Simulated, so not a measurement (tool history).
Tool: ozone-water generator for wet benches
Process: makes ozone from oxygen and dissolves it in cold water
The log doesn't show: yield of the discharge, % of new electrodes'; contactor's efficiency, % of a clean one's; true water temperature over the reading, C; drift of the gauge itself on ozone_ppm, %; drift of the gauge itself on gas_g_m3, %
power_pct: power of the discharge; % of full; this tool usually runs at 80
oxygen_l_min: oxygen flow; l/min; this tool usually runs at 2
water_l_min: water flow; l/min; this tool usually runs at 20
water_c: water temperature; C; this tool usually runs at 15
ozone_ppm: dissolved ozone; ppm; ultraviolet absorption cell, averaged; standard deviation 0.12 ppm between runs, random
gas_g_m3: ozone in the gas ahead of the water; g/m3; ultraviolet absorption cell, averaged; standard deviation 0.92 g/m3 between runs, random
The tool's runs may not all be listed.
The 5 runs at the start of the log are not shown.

run,day,power_pct,oxygen_l_min,water_l_min,water_c,hours of work since the electrodes were changed,hours of work since the contactor was cleaned,hours of work since the thermometer was calibrated,ozone_ppm,gas_g_m3
6,17.067,97,2,20,15,1084,255,854,11.2,171.7
7,19.825,97,2,20,15,1125,296,895,11.4,176.1
8,24.067,97,2,22,15,1189,360,958,10.3,172.2
9,27.6,80,2,22,15,1242,412,1011,9.4,154.4
10,30.358,80,2,20,15,1283,453,1052,10,155
11,32.621,80,2,20,15,1317,487,1086,10.2,154.7
12,34.512,80,2,20,15,1345,516,1114,10.1,154.9
13,38.562,80,2,20,15,1405,576,1175,10.2,154.2
14,42.462,80,2,20,15,1464,634,1233,10.2,155.2
15,44.383,80,2,20,15,1492,663,1262,9.9,155.3
16,46.367,80,2,19,15,1522,693,1291,10.6,155
17,50.517,80,2.65,20,15,1584,755,1353,10.4,127.7
18,53.092,71,2,21,8,1622,793,1392,9.5,144.2

Run 19 comes next. What will it give?
19,57.108,56,3.58,13,8,1682,853,1452,?,?

Run 19 gave ozone_ppm 13.2 ppm, gas_g_m3 85.2 g/m3.
Minus the tool's unlogged condition, the same run would have read ozone_ppm 13.2 ppm, gas_g_m3 85.3 g/m3.
